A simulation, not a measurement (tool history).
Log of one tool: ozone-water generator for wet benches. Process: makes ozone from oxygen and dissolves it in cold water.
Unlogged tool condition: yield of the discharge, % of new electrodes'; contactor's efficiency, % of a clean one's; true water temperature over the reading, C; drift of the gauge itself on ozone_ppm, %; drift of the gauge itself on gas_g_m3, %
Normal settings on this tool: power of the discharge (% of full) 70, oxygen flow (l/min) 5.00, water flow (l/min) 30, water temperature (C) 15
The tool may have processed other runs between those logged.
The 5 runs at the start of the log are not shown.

run,hour,power of the discharge (% of full),oxygen flow (l/min),water flow (l/min),water temperature (C),hours of work since the electrodes were changed,hours of work since the contactor was cleaned,hours of work since the thermometer was calibrated,dissolved ozone (ppm),ozone in the gas ahead of the water (g/m3)
6,399.2,70,5.00,30,15,439,3748,1843,11.4,151.4
7,443.8,70,5.00,30,15,472,3781,1876,11.2,153.1
8,504.4,70,5.00,39,15,516,3825,1920,9.0,152.8
9,586.8,70,5.00,30,7,576,3885,1980,12.1,153.3
10,666.5,70,5.00,30,7,634,3943,2038,12.3,153.9
11,726.4,70,5.00,23,7,678,3986,2081,15.6,153.7
12,804.6,70,5.00,23,7,735,4043,2138,15.5,152.2
13,854.1,70,5.00,23,7,771,4079,2174,15.6,154.0
14,895.5,70,5.00,23,7,801,4109,2204,15.4,153.0
15,970.6,70,5.00,22,15,855,4164,2259,14.6,153.2
16,1058.7,70,5.00,20,15,920,4228,2323,15.8,151.6
17,1122.5,70,5.00,30,15,966,4275,2370,11.4,151.3
18,1202.0,70,5.00,18,15,1024,4333,2428,17.4,151.1
19,1302.1,70,5.00,40,13,1097,4405,2500,8.9,152.3
20,1369.3,70,7.15,30,15,1146,4454,2549,12.0,126.4
21,1465.6,70,7.15,30,15,1216,4525,2620,11.7,126.4
22,1546.2,70,7.15,30,15,1275,4583,2678,12.0,126.4
23,1604.2,70,7.15,30,15,1317,4625,2720,12.0,127.9
24,1696.7,83,3.59,32,20,1384,4693,2788,10.7,202.5
25,1772.7,70,5.00,25,12,1439,4748,2843,13.9,150.8
26,1856.4,70,5.00,25,12,1500,4809,2904,13.7,151.4
27,1936.6,70,5.00,24,19,1559,4867,2962,13.3,151.6
28,2027.1,45,5.64,24,8,1625,4933,3028,10.9,103.0

Run 29 comes next. What will it give?
29,2110.1,41,5.64,40,8,1685,4994,3089,?,?

dissolved ozone (ppm): 6.3
ozone in the gas ahead of the water (g/m3): 95.3
On a tool with no hidden condition, and with the same random variation, this run would have come out at dissolved ozone (ppm) 6.3, ozone in the gas ahead of the water (g/m3) 97.5.
